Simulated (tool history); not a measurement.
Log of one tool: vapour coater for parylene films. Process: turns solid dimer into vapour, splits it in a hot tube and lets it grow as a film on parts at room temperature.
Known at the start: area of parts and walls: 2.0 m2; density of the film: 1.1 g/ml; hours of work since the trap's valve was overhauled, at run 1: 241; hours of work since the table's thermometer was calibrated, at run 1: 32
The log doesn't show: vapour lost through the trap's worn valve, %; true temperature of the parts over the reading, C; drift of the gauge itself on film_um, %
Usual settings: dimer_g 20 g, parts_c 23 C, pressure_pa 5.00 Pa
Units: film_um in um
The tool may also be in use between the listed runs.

run,hour,dimer_g,parts_c,pressure_pa,hours of work since the trap's valve was overhauled,hours of work since the table's thermometer was calibrated,film_um
1,0.0,20,23,5.00,241,32,3.96
2,70.4,20,23,5.00,287,78,4.02
3,109.3,20,23,5.00,313,104,3.91
# hour 170.7: trap's valve overhauled
4,172.7,20,23,5.00,1,143,4.23
5,224.7,20,23,5.00,36,177,4.18
6,289.9,20,23,5.00,79,220,4.08
7,341.1,20,26,5.00,112,254,3.66
8,409.0,20,25,5.00,157,299,3.73
9,441.3,20,25,5.00,178,320,3.75
10,482.8,32,25,5.00,206,347,5.98
11,534.8,19,25,5.00,240,382,3.53
12,602.2,19,25,5.00,285,426,3.51
13,647.7,20,23,5.00,315,456,4.01
14,684.2,20,23,5.00,339,480,3.95
# hour 705.1: trap's valve overhauled
15,719.4,20,23,5.00,9,501,4.25
16,789.0,14,20,6.06,55,547,3.17
17,821.0,14,20,6.06,76,568,3.17
18,870.1,20,20,5.00,109,600,4.67
19,917.1,20,20,5.00,140,631,4.61
20,962.2,20,20,5.00,170,661,4.57
21,1026.4,14,23,7.77,212,703,2.67
22,1086.0,29,34,5.00,251,743,3.72
23,1123.9,10,24,4.40,276,768,1.94
24,1170.7,18,23,3.16,307,798,3.70
25,1205.7,28,23,2.26,330,822,5.97
# hour 1238.2: trap's valve overhauled
26,1275.2,11,29,5.00,24,865,1.77
27,1311.9,19,23,5.09,49,889,3.87
28,1348.6,25,29,7.80,73,913,3.91
29,1416.7,25,22,3.50,118,958,5.43

Forecast each of these 5 alternatives for the next run:
A,1457.4,24,35,5.00,145,985,?
B,1457.4,15,18,6.82,145,985,?
C,1457.4,25,23,2.25,145,985,?
D,1457.4,32,18,2.23,145,985,?
E,1457.4,20,23,3.57,145,985,?

run,film_um
A,3.02
B,3.58
C,5.53
D,8.75
E,4.22
Without the tool's hidden state the same runs would have given:
run,film_um
A,3.16
B,3.74
C,5.77
D,9.14
E,4.40
